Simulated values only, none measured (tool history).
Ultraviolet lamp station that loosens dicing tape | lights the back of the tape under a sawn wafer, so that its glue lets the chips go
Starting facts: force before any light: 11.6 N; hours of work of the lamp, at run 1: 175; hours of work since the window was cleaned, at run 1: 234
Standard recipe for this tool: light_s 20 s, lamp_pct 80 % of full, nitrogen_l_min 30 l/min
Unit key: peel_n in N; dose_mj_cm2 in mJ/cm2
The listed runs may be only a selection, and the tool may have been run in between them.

run   hour  light_s  lamp_pct  nitrogen_l_min  hours of work of the lamp  hours of work since the window was cleaned  peel_n  dose_mj_cm2
  1    0.0       20        80              30                        175                                         234   1.032          285
  2    6.4       20        63              30                        179                                         237   1.680          227
  3   12.1       20        95              30                        182                                         240   0.699          331
  4   22.8       20        95              30                        188                                         246   0.683          337
  5   36.2       24        80              30                        195                                         253   0.672          332
  6   41.8       24        80              30                        198                                         256   0.682          340
  7   52.1       24        80              58                        203                                         262   0.431          335
  8   63.0       24        80              58                        209                                         267   0.445          336
  9   73.8       24        80              58                        215                                         273   0.437          338
 10   87.0       24        80              58                        222                                         280   0.443          336
 11   94.4       24        80              58                        226                                         284   0.446          335
 12  100.2       24        80              58                        229                                         287   0.442          331
 13  108.7       24        80              58                        234                                         292   0.463          335
 14  117.9       24        80              58                        238                                         297   0.440          331
 15  129.1       20        80              30                        244                                         303   1.109          275
 16  140.8       20        80              30                        251                                         309   1.125          274
 17  150.1       20        80              30                        256                                         314   1.105          272
 18  157.4       20        80              30                        260                                         318   1.154          274
 19  170.2       20        80              30                        266                                         325   1.129          274
 20  179.2       20        80              30                        271                                         330   1.097          275
 21  187.2       21        80              30                        276                                         334   1.034          287
 22  196.8       21        80              30                        281                                         339   1.037          285
 23  203.4       21        80              30                        284                                         342   0.987          288
 24  209.0       10        63              15                        287                                         345   5.756          107
 25  218.0       10        63              15                        292                                         350   5.493          106
 26  226.9       19        63              17                        297                                         355   2.710          204
 27  239.4       19        63              17                        303                                         362   2.712          203
 28  251.8       25        85              37                        310                                         368   0.471          354
 29  260.7       35        97              18                        315                                         373   0.225          572
 30  273.3       35        97              18                        322                                         380   0.251          572
 31  283.2       35        97              18                        327                                         385   0.251          570
 32  289.7       20        97              23                        330                                         389   0.933          321
 33  297.9       20        97              23                        335                                         393   0.938          322
 34  310.3       33        86              10                        341                                         400   0.747          468
 35  315.8       12        74              18                        344                                         403   3.959          146
 36  321.2       35        84              36                        347                                         405   0.210          486
 37  328.1       35        84              36                        351                                         409   0.199          488
 38  340.8       20        80              15                        358                                         416   1.938          265
 39  352.0       20        87              30                        364                                         422   1.032          287
 40  361.3       11        62              12                        369                                         427   5.777          112
 41  367.4       20        80              15                        372                                         430   1.930          260
 42  379.5       20        80              15                        378                                         437   1.906          264

A few steps of peel_n between consecutive runs. Split each: what settings, incoming material and random variation would produce without the hidden state, and what is left over for the hidden state, along with gauge scatter present in only one of the two compared results (measured, and without hidden state):
The hidden state here: lamp's light, % of a new lamp's; light that the window lets through, % of a clean one's; drift of the gauge itself on peel_n, %; drift of the gauge itself on dose_mj_cm2, %.
Run 23 -> 24: light_s 21 -> 10, lamp_pct 80 -> 63, nitrogen_l_min 30 -> 15. peel_n +4.769 N: hidden state +0.271, all else +4.498.
Run 34 -> 35: light_s 33 -> 12, lamp_pct 86 -> 74, nitrogen_l_min 10 -> 18. peel_n +3.212 N: hidden state +0.364, all else +2.848.
Run 35 -> 36: light_s 12 -> 35, lamp_pct 74 -> 84, nitrogen_l_min 18 -> 36. peel_n -3.749 N: hidden state -0.538, all else -3.211.
Run 37 -> 38: light_s 35 -> 20, lamp_pct 84 -> 80, nitrogen_l_min 36 -> 15. peel_n +1.739 N: hidden state +0.411, all else +1.328.
Run 39 -> 40: light_s 20 -> 11, lamp_pct 87 -> 62, nitrogen_l_min 30 -> 12. peel_n +4.745 N: hidden state +0.321, all else +4.424.
Run 40 -> 41: light_s 11 -> 20, lamp_pct 62 -> 80, nitrogen_l_min 12 -> 15. peel_n -3.847 N: hidden state -0.155, all else -3.692.
